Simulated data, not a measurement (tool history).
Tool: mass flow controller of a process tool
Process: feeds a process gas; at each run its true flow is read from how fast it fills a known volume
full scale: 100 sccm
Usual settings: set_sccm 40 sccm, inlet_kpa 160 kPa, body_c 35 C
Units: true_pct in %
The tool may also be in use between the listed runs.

run,hour,set_sccm,inlet_kpa,body_c,true_pct
1,0,40,160,35,98.14
2,153.6,53,160,35,98.29
3,285,40,160,35,98.14
4,491.9,40,160,35,98.23
5,763.8,40,236,35,98.02
6,996.1,40,236,35,98
7,1227.8,22,160,35,97.92
8,1461.1,22,160,35,98.17
9,1613.7,40,160,24,99.35
10,1868,40,160,24,99.51
11,2029.7,40,160,24,99.32
12,2240.3,40,160,35,98.26
13,2409.9,40,160,35,98.44
14,2667.8,40,160,35,98.42
15,2808.4,40,160,35,98.33
# hour 2890.8: controller's zero set anew
16,3039.6,40,160,35,98.53
17,3314,40,160,35,98.34
18,3559.3,40,160,35,98.5
19,3778.7,40,160,35,98.51
20,3968.3,40,160,35,98.55
21,4117.9,40,160,35,98.44
22,4337.5,40,160,27,99.18
23,4546.7,40,160,35,98.38
24,4705.7,13,160,35,98.21
25,4918.6,43,160,35,98.64
26,5045.8,43,160,35,98.55
27,5257.5,18,178,35,98.2
28,5517.8,40,250,27,99.24
29,5721.9,40,250,32,98.76
30,5940,80,160,27,100.01
31,6119.5,80,160,27,100.05
32,6403.2,45,160,25,99.7
33,6644.6,13,160,35,98.15
34,6872.6,13,160,35,98.28
# hour 6910.8: controller exchanged for a calibrated one
35,7112.2,11,160,29,98.93
# hour 7133.6: gauge calibrated
36,7257.4,11,160,29,98.22
37,7451.4,34,164,35,98.04
38,7734,40,172,35,98.14
39,7993.6,76,172,35,98.84
40,8211.7,35,147,31,98.56
41,8458.5,16,147,28,98.56
42,8609.3,98,179,22,100.32
43,8788.1,98,179,22,100.42
44,8980.3,40,223,35,98.26
45,9191.5,43,160,38,98.01
46,9418.6,93,186,29,99.7
47,9608,18,160,35,98.06
48,9824.7,18,160,35,98.07

Hidden state or all else? Some run-to-run changes of true_pct, split into what the settings, what came in and random variation would give without the hidden state, and what is left for the hidden state (with any gauge scatter that isn't in both results):
The hidden state here: flow at rest that the sensor doesn't see, % of full scale; true flow over the shown one, %; drift of the gauge itself on true_pct, %.
Run 6 -> 7: set_sccm 40 -> 22, inlet_kpa 236 -> 160. true_pct -0.08 %: hidden state +0.03, all else -0.11.
Run 32 -> 33: set_sccm 45 -> 13, body_c 25 -> 35. true_pct -1.55 %: hidden state +0.04, all else -1.59.
Run 35 -> 36: gauge calibrated. true_pct -0.71 %: hidden state -0.63, all else -0.08.
Run 41 -> 42: set_sccm 16 -> 98, inlet_kpa 147 -> 179, body_c 28 -> 22. true_pct +1.76 %: hidden state +0.01, all else +1.75.
Run 43 -> 44: set_sccm 98 -> 40, inlet_kpa 179 -> 223, body_c 22 -> 35. true_pct -2.16 %: hidden state +0.01, all else -2.17.
Run 45 -> 46: set_sccm 43 -> 93, inlet_kpa 160 -> 186, body_c 38 -> 29. true_pct +1.69 %: hidden state +0.02, all else +1.67.

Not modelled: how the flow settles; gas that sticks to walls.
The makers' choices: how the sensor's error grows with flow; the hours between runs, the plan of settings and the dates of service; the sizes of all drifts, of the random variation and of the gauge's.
